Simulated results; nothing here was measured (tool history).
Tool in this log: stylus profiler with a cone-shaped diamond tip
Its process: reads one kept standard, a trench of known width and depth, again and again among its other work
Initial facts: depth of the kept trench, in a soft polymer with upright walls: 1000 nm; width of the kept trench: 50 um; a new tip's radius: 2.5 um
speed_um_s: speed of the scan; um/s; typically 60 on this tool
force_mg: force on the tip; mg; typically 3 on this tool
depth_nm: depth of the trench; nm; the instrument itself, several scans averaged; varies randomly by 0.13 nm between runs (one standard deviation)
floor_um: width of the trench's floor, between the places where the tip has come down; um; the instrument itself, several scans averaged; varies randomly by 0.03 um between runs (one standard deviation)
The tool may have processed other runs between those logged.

Run 1, day 0: usual settings. Result: depth_nm 1010.67 nm, floor_um 45.74 um.
Run 2, day 1.162: usual settings but speed_um_s 19 um/s. Result: depth_nm 1010.5 nm, floor_um 45.78 um.
Run 3, day 1.888: usual settings but speed_um_s 19 um/s. Result: depth_nm 1010.69 nm, floor_um 45.83 um.
Run 4, day 3.242: usual settings. Result: depth_nm 1010.62 nm, floor_um 45.71 um.
Run 5, day 4.042: usual settings. Result: depth_nm 1010.64 nm, floor_um 45.7 um.
Run 6, day 5.25: usual settings but force_mg 4.99 mg. Result: depth_nm 1015.27 nm, floor_um 45.66 um.
Run 7, day 6.817: usual settings but force_mg 4.99 mg. Result: depth_nm 1015.29 nm, floor_um 45.64 um.
Run 8, day 8.117: usual settings but speed_um_s 21 um/s. Result: depth_nm 1010.15 nm, floor_um 45.77 um.
Run 9, day 9.117: usual settings but speed_um_s 21 um/s. Result: depth_nm 1010.42 nm, floor_um 45.72 um.
Run 10, day 10.317: usual settings but speed_um_s 21 um/s. Result: depth_nm 1010.37 nm, floor_um 45.78 um.
Run 11, day 11.362: usual settings but force_mg 5.55 mg. Result: depth_nm 1016.44 nm, floor_um 45.61 um.
Run 12, day 12.821: usual settings but speed_um_s 27 um/s, force_mg 1.19 mg. Result: depth_nm 1005 nm, floor_um 45.7 um.
Run 13, day 14.254: usual settings but speed_um_s 124 um/s, force_mg 7.09 mg. Result: depth_nm 1019.22 nm, floor_um 45.49 um.
Run 14, day 15.029: usual settings but speed_um_s 148 um/s, force_mg 7.09 mg. Result: depth_nm 1019.28 nm, floor_um 45.52 um.
Run 15, day 16.021: usual settings but speed_um_s 73 um/s, force_mg 2.98 mg. Result: depth_nm 1010.25 nm, floor_um 45.58 um.
Run 16, day 17.633: usual settings but speed_um_s 194 um/s, force_mg 6.88 mg. Result: depth_nm 1018.9 nm, floor_um 45.45 um.
Run 17, day 19.125: usual settings but speed_um_s 194 um/s, force_mg 6.88 mg. Result: depth_nm 1019.04 nm, floor_um 45.43 um.
Run 18, day 20.592: usual settings but speed_um_s 79 um/s, force_mg 1.57 mg. Result: depth_nm 1005.96 nm, floor_um 45.44 um.
Run 19, day 21.946: usual settings but speed_um_s 56 um/s, force_mg 1.32 mg. Result: depth_nm 1005.33 nm, floor_um 45.51 um.
Run 20, day 23.433: usual settings but speed_um_s 96 um/s, force_mg 4.28 mg. Result: depth_nm 1013.43 nm, floor_um 45.48 um.

Predict each of these 5 candidate next runs independently; none follows another, all start after run 20:
Run A, day 25: usual settings but speed_um_s 96 um/s, force_mg 1.73 mg. Result: depth_nm ?, floor_um ?.
Run B, day 25: usual settings but speed_um_s 109 um/s, force_mg 6.08 mg. Result: depth_nm ?, floor_um ?.
Run C, day 25: usual settings but speed_um_s 153 um/s. Result: depth_nm ?, floor_um ?.
Run D, day 25: usual settings but speed_um_s 21 um/s, force_mg 2.43 mg. Result: depth_nm ?, floor_um ?.
Run E, day 25: usual settings but speed_um_s 141 um/s, force_mg 3.42 mg. Result: depth_nm ?, floor_um ?.

run  depth_nm  floor_um
  A   1006.57     45.39
  B   1017.06     45.48
  C   1010.29     45.38
  D    1008.8     45.64
  E   1011.11     45.37
Without the tool's unlogged condition, the same runs would have read:
run  depth_nm  floor_um
  A   1008.03      45.7
  B   1018.54     45.79
  C   1011.76     45.69
  D   1010.26     45.95
  E   1012.58     45.68

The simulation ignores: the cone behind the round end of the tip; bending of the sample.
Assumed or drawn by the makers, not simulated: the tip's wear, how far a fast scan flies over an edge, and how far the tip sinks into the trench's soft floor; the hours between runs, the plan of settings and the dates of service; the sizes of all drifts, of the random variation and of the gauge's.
